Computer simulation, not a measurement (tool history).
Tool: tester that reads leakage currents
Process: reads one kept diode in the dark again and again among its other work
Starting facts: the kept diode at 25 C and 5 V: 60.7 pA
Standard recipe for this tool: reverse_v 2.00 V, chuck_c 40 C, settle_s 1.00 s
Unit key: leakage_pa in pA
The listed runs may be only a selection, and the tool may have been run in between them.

run,day,reverse_v,chuck_c,settle_s,leakage_pa
1,0.000,2.00,40,1.00,182.66
2,5.879,2.00,40,1.00,184.00
# day 8.567: probe card cleaned and baked
3,15.146,2.00,33,1.00,99.72
4,25.800,2.00,33,1.00,101.07
5,34.271,2.00,33,1.00,102.42
# day 35.212: tester calibrated
6,42.700,2.00,33,1.00,103.27
# day 44.246: chuck's temperature calibrated
7,47.746,2.00,33,1.00,96.56
8,55.600,2.00,40,1.00,182.17
9,60.188,2.00,40,1.00,182.78
10,67.842,2.00,40,1.00,185.24
11,72.883,2.00,40,1.00,187.85
12,79.304,2.00,40,1.00,188.91
13,87.900,2.00,40,1.00,192.35
# day 88.883: chuck's temperature calibrated
14,96.421,1.97,21,3.10,32.78
15,105.871,11.41,40,6.49,335.32
16,114.292,11.41,40,6.49,339.43
17,124.279,5.50,40,1.68,270.39
18,131.867,2.54,40,6.54,210.61
# day 133.538: chuck's temperature calibrated
19,137.492,2.00,23,1.90,40.36
20,147.092,2.34,55,0.41,678.67
# day 147.850: probe card cleaned and baked
21,154.412,2.34,55,7.56,681.56
22,160.412,8.60,20,0.93,49.73
23,167.108,8.19,22,7.17,58.98
24,175.675,1.57,22,3.02,34.44
# day 177.833: chuck's temperature calibrated
25,185.879,7.33,25,3.02,73.01

3 ways to go on from here, each from the tool as it stands after run 25. What would each give?
A,190.571,3.97,40,0.55,?
B,190.571,1.30,20,1.00,?
C,190.571,2.59,25,3.02,?

run,leakage_pa
A,232.65
B,25.42
C,51.84
Stripped of hidden state, with their random variation kept, the same runs would have yielded:
run,leakage_pa
A,224.54
B,24.14
C,49.30
